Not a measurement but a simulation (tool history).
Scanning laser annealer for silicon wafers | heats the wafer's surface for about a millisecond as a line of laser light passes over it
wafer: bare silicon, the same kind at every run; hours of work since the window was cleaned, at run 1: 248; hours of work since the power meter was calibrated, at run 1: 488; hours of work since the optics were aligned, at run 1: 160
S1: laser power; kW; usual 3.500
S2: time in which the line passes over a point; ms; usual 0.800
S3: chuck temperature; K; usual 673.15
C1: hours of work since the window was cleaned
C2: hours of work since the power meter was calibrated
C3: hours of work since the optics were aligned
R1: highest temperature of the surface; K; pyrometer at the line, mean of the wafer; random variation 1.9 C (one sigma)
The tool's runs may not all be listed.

run   hour     S1     S2      S3   C1   C2   C3       R1
  1    0.0  3.500  0.800  673.15  248  488  160  1419.15
  2   36.2  3.554  0.800  673.15  266  505  178  1428.15
  3   66.3  3.554  0.800  673.15  280  520  192  1427.15
  4   94.1  3.554  0.800  673.15  294  533  206  1424.15
  5  110.1  3.554  0.800  673.15  301  541  214  1421.15
  6  143.2  3.500  0.800  705.15  317  557  230  1441.15
     159.4  -- window over the wafer cleaned
  7  170.8  3.500  0.800  673.15    5  569  242  1455.15
  8  195.1  3.500  0.800  673.15   17  581  254  1459.15
  9  221.2  3.500  0.942  673.15   30  594  266  1531.15
 10  245.4  3.500  0.942  673.15   42  606  278  1531.15
 11  264.1  3.500  0.942  666.15   51  615  287  1520.15
 12  279.3  3.020  0.942  666.15   58  622  295  1383.15
 13  297.0  3.020  0.942  693.15   67  631  303  1412.15
 14  315.5  3.020  0.942  693.15   76  640  312  1407.15
 15  351.2  3.849  0.800  673.15   93  657  329  1534.15
 16  368.7  3.849  0.800  673.15  101  665  338  1533.15
 17  392.7  3.849  0.800  673.15  113  677  349  1533.15
 18  408.7  3.132  0.642  677.15  121  685  357  1270.15
 19  440.5  3.132  0.642  677.15  136  700  373  1265.15
 20  474.1  3.190  0.642  677.15  152  716  389  1280.15
 21  510.7  3.190  0.642  677.15  170  734  407  1274.15
 22  526.5  3.334  0.784  673.15  178  742  414  1378.15
 23  558.5  3.334  0.784  673.15  193  757  430  1377.15
 24  593.1  3.743  0.580  673.15  210  774  446  1346.15
 25  624.6  3.841  0.777  668.15  225  789  462  1489.15
 26  647.1  3.841  0.777  668.15  236  800  473  1486.15
 27  683.5  3.841  0.777  668.15  254  818  490  1486.15
 28  709.6  3.202  0.691  677.15  266  830  503  1290.15
 29  741.0  3.202  0.691  677.15  282  845  518  1290.15
 30  775.4  3.500  0.690  636.15  298  862  535  1315.15

Hidden state or all else? Some run-to-run changes of R1, split into what the settings, what came in and random variation would give without the hidden state, and what is left for the hidden state (with any gauge scatter that isn't in both results):
The hidden state here: light that passes the window, % of a clean one's; laser's true power over the reading, %; width of the line over the set one, %; drift of the gauge itself on peak_c, C.
Run 6 -> 7: S3 705.15 -> 673.15, window over the wafer cleaned. R1 +14.00 K: hidden state +51.00, all else -37.00.
Run 17 -> 18: S1 3.849 -> 3.132, S2 0.800 -> 0.642, S3 673.15 -> 677.15. R1 -263.00 K: hidden state +9.00, all else -272.00.
Run 24 -> 25: S1 3.743 -> 3.841, S2 0.580 -> 0.777, S3 673.15 -> 668.15. R1 +143.00 K: hidden state -11.00, all else +154.00.
Run 27 -> 28: S1 3.841 -> 3.202, S2 0.777 -> 0.691, S3 668.15 -> 677.15. R1 -196.00 K: hidden state +11.00, all else -207.00.

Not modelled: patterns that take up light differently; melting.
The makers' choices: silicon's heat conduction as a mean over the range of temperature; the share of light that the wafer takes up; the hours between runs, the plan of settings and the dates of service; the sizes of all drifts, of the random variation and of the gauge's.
